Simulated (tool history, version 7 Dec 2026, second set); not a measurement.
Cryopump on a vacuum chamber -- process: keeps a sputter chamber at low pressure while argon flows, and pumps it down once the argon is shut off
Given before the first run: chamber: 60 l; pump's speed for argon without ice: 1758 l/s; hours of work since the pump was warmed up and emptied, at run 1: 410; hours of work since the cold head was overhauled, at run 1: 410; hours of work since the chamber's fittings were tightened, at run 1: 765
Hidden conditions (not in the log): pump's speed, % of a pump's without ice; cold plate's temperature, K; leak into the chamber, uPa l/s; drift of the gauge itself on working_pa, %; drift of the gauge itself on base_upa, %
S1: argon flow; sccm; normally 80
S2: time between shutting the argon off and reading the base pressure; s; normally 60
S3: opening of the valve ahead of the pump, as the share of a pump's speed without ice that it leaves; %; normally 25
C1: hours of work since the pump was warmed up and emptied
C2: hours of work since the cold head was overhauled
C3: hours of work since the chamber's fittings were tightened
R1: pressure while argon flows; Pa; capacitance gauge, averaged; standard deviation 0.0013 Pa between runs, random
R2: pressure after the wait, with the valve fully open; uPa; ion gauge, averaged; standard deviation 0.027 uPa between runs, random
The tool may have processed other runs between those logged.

run	day	S1	S2	S3	C1	C2	C3	R1	R2
1	0	80	60	25	410	410	765	0.3193	1.45
2	1.771	61	60	25	446	446	801	0.2439	1.47
3	4.188	61	60	25	495	495	851	0.2474	1.49
4	5.525	61	60	25	523	523	878	0.2449	1.54
5	6.908	61	60	25	551	551	906	0.2472	1.46
6	8.646	61	60	25	586	586	942	0.247	1.48
7	10.625	61	60	25	627	627	983	0.2486	1.54
8	12.425	80	96	25	664	664	1019	0.3243	1.13
9	13.929	80	96	25	695	695	1050	0.3293	1.22
10	16.212	80	291	25	741	741	1097	0.3291	0.78
11	18.379	80	162	25	786	786	1141	0.3292	1
12	19.725	80	60	50	813	813	1169	0.1778	1.63
13	22.058	80	60	50	861	861	1216	0.1805	1.67
14	24.217	80	60	50	905	905	1261	0.1793	1.69
15	25.396	141	60	50	929	929	1285	0.3219	1.74
16	26.838	141	60	50	959	959	1314	0.3254	1.78
17	29.371	141	60	50	1010	1010	1366	0.3287	1.72
18	31.2	141	60	50	1048	1048	1403	0.3307	1.78

For run 19, what comes out?
19	32.325	79	81	19	1071	1071	1426	?	?

Run 19 gave R1 0.4326 Pa, R2 1.55 uPa.
Minus the tool's unlogged condition, the same run would have read R1 0.3983 Pa, R2 0.95 uPa.
